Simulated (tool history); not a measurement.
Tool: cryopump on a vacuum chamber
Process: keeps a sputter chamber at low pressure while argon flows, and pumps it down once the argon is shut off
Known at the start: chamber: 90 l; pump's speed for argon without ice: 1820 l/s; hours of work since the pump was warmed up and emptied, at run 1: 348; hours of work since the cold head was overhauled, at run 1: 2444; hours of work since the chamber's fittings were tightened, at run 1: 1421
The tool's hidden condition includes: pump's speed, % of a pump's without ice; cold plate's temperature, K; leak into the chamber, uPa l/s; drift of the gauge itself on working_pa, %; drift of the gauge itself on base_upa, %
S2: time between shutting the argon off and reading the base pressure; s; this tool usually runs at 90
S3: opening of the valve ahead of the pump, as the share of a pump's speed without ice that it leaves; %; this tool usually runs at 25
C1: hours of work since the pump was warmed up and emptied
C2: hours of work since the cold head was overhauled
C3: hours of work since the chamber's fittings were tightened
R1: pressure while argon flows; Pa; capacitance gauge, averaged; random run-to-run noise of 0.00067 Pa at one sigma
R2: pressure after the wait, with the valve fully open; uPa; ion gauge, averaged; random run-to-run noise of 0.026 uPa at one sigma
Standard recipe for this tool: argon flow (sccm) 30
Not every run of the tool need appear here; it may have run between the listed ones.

run 1 hour=0 | argon_flow_(sccm)=30 S2=90 S3=25 | C1=348 C2=2444 C3=1421 | R1=0.1193 R2=2.2
-- hour=52.8 pump warmed up, emptied and cooled again
run 2 hour=61 | argon_flow_(sccm)=30 S2=90 S3=25 | C1=5 C2=2476 C3=1453 | R1=0.1123 R2=2.03
run 3 hour=154 | argon_flow_(sccm)=13 S2=90 S3=25 | C1=58 C2=2529 C3=1506 | R1=0.0495 R2=2.11
run 4 hour=218.2 | argon_flow_(sccm)=13 S2=193 S3=25 | C1=94 C2=2566 C3=1543 | R1=0.0491 R2=1.58
run 5 hour=308.4 | argon_flow_(sccm)=30 S2=90 S3=25 | C1=146 C2=2617 C3=1594 | R1=0.1148 R2=2.21
run 6 hour=377.3 | argon_flow_(sccm)=30 S2=90 S3=25 | C1=185 C2=2656 C3=1633 | R1=0.1164 R2=2.25
run 7 hour=468 | argon_flow_(sccm)=30 S2=90 S3=25 | C1=237 C2=2708 C3=1685 | R1=0.1173 R2=2.35
run 8 hour=567.2 | argon_flow_(sccm)=30 S2=90 S3=25 | C1=293 C2=2764 C3=1742 | R1=0.1197 R2=2.46
run 9 hour=641.5 | argon_flow_(sccm)=58 S2=90 S3=25 | C1=335 C2=2807 C3=1784 | R1=0.2334 R2=2.51
-- hour=720.6 pump warmed up, emptied and cooled again
run 10 hour=751 | argon_flow_(sccm)=58 S2=90 S3=25 | C1=17 C2=2866 C3=1843 | R1=0.2188 R2=2.21
run 11 hour=806.2 | argon_flow_(sccm)=30 S2=90 S3=49 | C1=49 C2=2898 C3=1875 | R1=0.0585 R2=2.24
run 12 hour=887.9 | argon_flow_(sccm)=30 S2=90 S3=49 | C1=95 C2=2944 C3=1921 | R1=0.0602 R2=2.41
run 13 hour=989 | argon_flow_(sccm)=30 S2=90 S3=49 | C1=153 C2=3002 C3=1979 | R1=0.0622 R2=2.47
run 14 hour=1082.7 | argon_flow_(sccm)=30 S2=90 S3=25 | C1=206 C2=3055 C3=2032 | R1=0.1179 R2=2.61
run 15 hour=1158.1 | argon_flow_(sccm)=30 S2=90 S3=25 | C1=249 C2=3098 C3=2075 | R1=0.119 R2=2.68
run 16 hour=1239.1 | argon_flow_(sccm)=30 S2=129 S3=25 | C1=295 C2=3144 C3=2121 | R1=0.1189 R2=2.5
run 17 hour=1325 | argon_flow_(sccm)=30 S2=27 S3=25 | C1=344 C2=3193 C3=2170 | R1=0.1212 R2=5.11
-- hour=1386.4 pump warmed up, emptied and cooled again
run 18 hour=1403.8 | argon_flow_(sccm)=29 S2=297 S3=25 | C1=10 C2=3235 C3=2212 | R1=0.1093 R2=1.83
run 19 hour=1461.1 | argon_flow_(sccm)=29 S2=297 S3=25 | C1=43 C2=3268 C3=2245 | R1=0.1098 R2=1.92
run 20 hour=1514.5 | argon_flow_(sccm)=18 S2=95 S3=15 | C1=73 C2=3298 C3=2276 | R1=0.1128 R2=2.47
run 21 hour=1569.1 | argon_flow_(sccm)=20 S2=36 S3=28 | C1=104 C2=3330 C3=2307 | R1=0.0698 R2=4.09
run 22 hour=1635.2 | argon_flow_(sccm)=40 S2=27 S3=38 | C1=142 C2=3367 C3=2344 | R1=0.1038 R2=4.75
run 23 hour=1680.5 | argon_flow_(sccm)=18 S2=27 S3=16 | C1=168 C2=3393 C3=2370 | R1=0.1068 R2=4.79
run 24 hour=1731.3 | argon_flow_(sccm)=53 S2=90 S3=25 | C1=196 C2=3422 C3=2399 | R1=0.2071 R2=2.87
run 25 hour=1786 | argon_flow_(sccm)=53 S2=90 S3=25 | C1=228 C2=3453 C3=2430 | R1=0.208 R2=2.8
run 26 hour=1857.1 | argon_flow_(sccm)=12 S2=33 S3=27 | C1=268 C2=3494 C3=2471 | R1=0.044 R2=4.53
run 27 hour=1941.6 | argon_flow_(sccm)=33 S2=119 S3=27 | C1=316 C2=3542 C3=2519 | R1=0.1233 R2=2.9
run 28 hour=2000.2 | argon_flow_(sccm)=33 S2=119 S3=27 | C1=350 C2=3575 C3=2552 | R1=0.1252 R2=3.06
-- hour=2053.2 pump warmed up, emptied and cooled again
run 29 hour=2092.2 | argon_flow_(sccm)=55 S2=39 S3=25 | C1=22 C2=3625 C3=2602 | R1=0.2098 R2=3.93
run 30 hour=2159.4 | argon_flow_(sccm)=36 S2=110 S3=25 | C1=61 C2=3663 C3=2640 | R1=0.1361 R2=2.61
-- hour=2232.7 leaking fittings of the chamber tightened, without venting
run 31 hour=2237.3 | argon_flow_(sccm)=31 S2=90 S3=25 | C1=104 C2=3706 C3=3 | R1=0.1208 R2=1.11
run 32 hour=2282.3 | argon_flow_(sccm)=30 S2=72 S3=25 | C1=129 C2=3732 C3=28 | R1=0.1153 R2=1.31
run 33 hour=2381.1 | argon_flow_(sccm)=40 S2=90 S3=25 | C1=186 C2=3788 C3=85 | R1=0.1561 R2=1.14

Below, some changes in R1 between adjacent runs. For each, the amount present without the hidden state too (settings, incoming material, random variation) and the amount remaining for the hidden state with gauge scatter not shared by both compared results:
Run 8 -> 9: argon flow (sccm) 30 -> 58. R1 +0.1137 Pa: hidden state +0.0094, all else +0.1043.
Run 9 -> 10: pump warmed up, emptied and cooled again. R1 -0.0146 Pa: hidden state -0.0134, all else -0.0012.
Run 10 -> 11: argon flow (sccm) 58 -> 30, S3 25 -> 49. R1 -0.1603 Pa: hidden state -0.0011, all else -0.1592.
Run 25 -> 26: argon flow (sccm) 53 -> 12, S2 90 -> 33, S3 25 -> 27. R1 -0.164 Pa: hidden state -0.0087, all else -0.1553.
